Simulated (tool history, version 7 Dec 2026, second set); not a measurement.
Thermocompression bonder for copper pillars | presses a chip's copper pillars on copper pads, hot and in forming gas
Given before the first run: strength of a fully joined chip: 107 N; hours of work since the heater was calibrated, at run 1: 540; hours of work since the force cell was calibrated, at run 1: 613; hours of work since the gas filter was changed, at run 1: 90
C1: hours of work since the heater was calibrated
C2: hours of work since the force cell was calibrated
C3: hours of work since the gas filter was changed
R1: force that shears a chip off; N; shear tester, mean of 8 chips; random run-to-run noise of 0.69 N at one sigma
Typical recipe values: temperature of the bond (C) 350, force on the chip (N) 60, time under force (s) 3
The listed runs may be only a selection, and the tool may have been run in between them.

Run 1, day 0.000: usual settings; C1 540; C2 613; C3 90. Result: R1 47.0 N.
Run 2, day 1.288: usual settings; C1 561; C2 635; C3 111. Result: R1 45.2 N.
At day 2.362: heater calibrated with a thermocouple chip.
Run 3, day 2.550: usual settings; C1 3; C2 655; C3 131. Result: R1 47.8 N.
Run 4, day 4.938: usual settings; C1 43; C2 695; C3 171. Result: R1 47.4 N.
Run 5, day 6.879: usual settings; C1 76; C2 728; C3 204. Result: R1 47.6 N.
Run 6, day 8.496: usual settings; C1 103; C2 755; C3 231. Result: R1 46.5 N.
Run 7, day 11.021: usual settings; C1 145; C2 797; C3 273. Result: R1 45.9 N.
At day 12.346: forming gas filter changed.
Run 8, day 12.800: usual settings but temperature of the bond (C) 329; C1 175; C2 827; C3 8. Result: R1 40.5 N.
Run 9, day 15.412: usual settings; C1 219; C2 870; C3 52. Result: R1 47.5 N.
Run 10, day 17.983: usual settings but temperature of the bond (C) 343; C1 262; C2 914; C3 95. Result: R1 44.3 N.
Run 11, day 20.079: usual settings but temperature of the bond (C) 335, force on the chip (N) 39, time under force (s) 4; C1 297; C2 949; C3 130. Result: R1 33.4 N.
Run 12, day 21.879: usual settings but temperature of the bond (C) 335, force on the chip (N) 39, time under force (s) 4; C1 327; C2 979; C3 160. Result: R1 34.3 N.
Run 13, day 24.179: usual settings but temperature of the bond (C) 335, force on the chip (N) 53, time under force (s) 4; C1 366; C2 1018; C3 199. Result: R1 40.2 N.
Run 14, day 25.521: usual settings but temperature of the bond (C) 335, force on the chip (N) 53, time under force (s) 4; C1 388; C2 1040; C3 221. Result: R1 41.4 N.
At day 28.142: force cell calibrated.
Run 15, day 28.142: usual settings but temperature of the bond (C) 335, force on the chip (N) 53, time under force (s) 4; C1 431; C2 0; C3 264. Result: R1 42.9 N.
At day 30.062: forming gas filter changed.
Run 16, day 30.979: usual settings but temperature of the bond (C) 335, force on the chip (N) 53, time under force (s) 4; C1 479; C2 47; C3 15. Result: R1 43.7 N.
Run 17, day 33.312: usual settings but temperature of the bond (C) 332, force on the chip (N) 53, time under force (s) 2; C1 518; C2 86; C3 55. Result: R1 32.3 N.
Run 18, day 34.529: usual settings but temperature of the bond (C) 332, force on the chip (N) 53, time under force (s) 2; C1 538; C2 107; C3 75. Result: R1 32.3 N.
At day 37.042: heater calibrated with a thermocouple chip.
Run 19, day 37.275: usual settings but temperature of the bond (C) 376, force on the chip (N) 78, time under force (s) 2; C1 4; C2 152; C3 120. Result: R1 59.3 N.
Run 20, day 38.888: usual settings but force on the chip (N) 81, time under force (s) 2; C1 31; C2 179; C3 147. Result: R1 50.5 N.

What if the next run were any one of these 5? Each begins from the tool's condition after run 20:
Run A, day 41.558: usual settings but temperature of the bond (C) 371, force on the chip (N) 48; C1 76; C2 224; C3 192. Result: R1 ?.
Run B, day 41.558: usual settings but time under force (s) 2; C1 76; C2 224; C3 192. Result: R1 ?.
Run C, day 41.558: usual settings but temperature of the bond (C) 323, force on the chip (N) 81, time under force (s) 2; C1 76; C2 224; C3 192. Result: R1 ?.
Run D, day 41.558: usual settings but temperature of the bond (C) 373, force on the chip (N) 81; C1 76; C2 224; C3 192. Result: R1 ?.
Run E, day 41.558: usual settings but temperature of the bond (C) 352, force on the chip (N) 67; C1 76; C2 224; C3 192. Result: R1 ?.

run    R1
  A  50.4
  B  42.4
  C  39.7
  D  66.1
  E  52.3
Without the tool's unlogged condition, the same runs would have read:
run    R1
  A  52.6
  B  44.4
  C  41.6
  D  68.7
  E  54.7

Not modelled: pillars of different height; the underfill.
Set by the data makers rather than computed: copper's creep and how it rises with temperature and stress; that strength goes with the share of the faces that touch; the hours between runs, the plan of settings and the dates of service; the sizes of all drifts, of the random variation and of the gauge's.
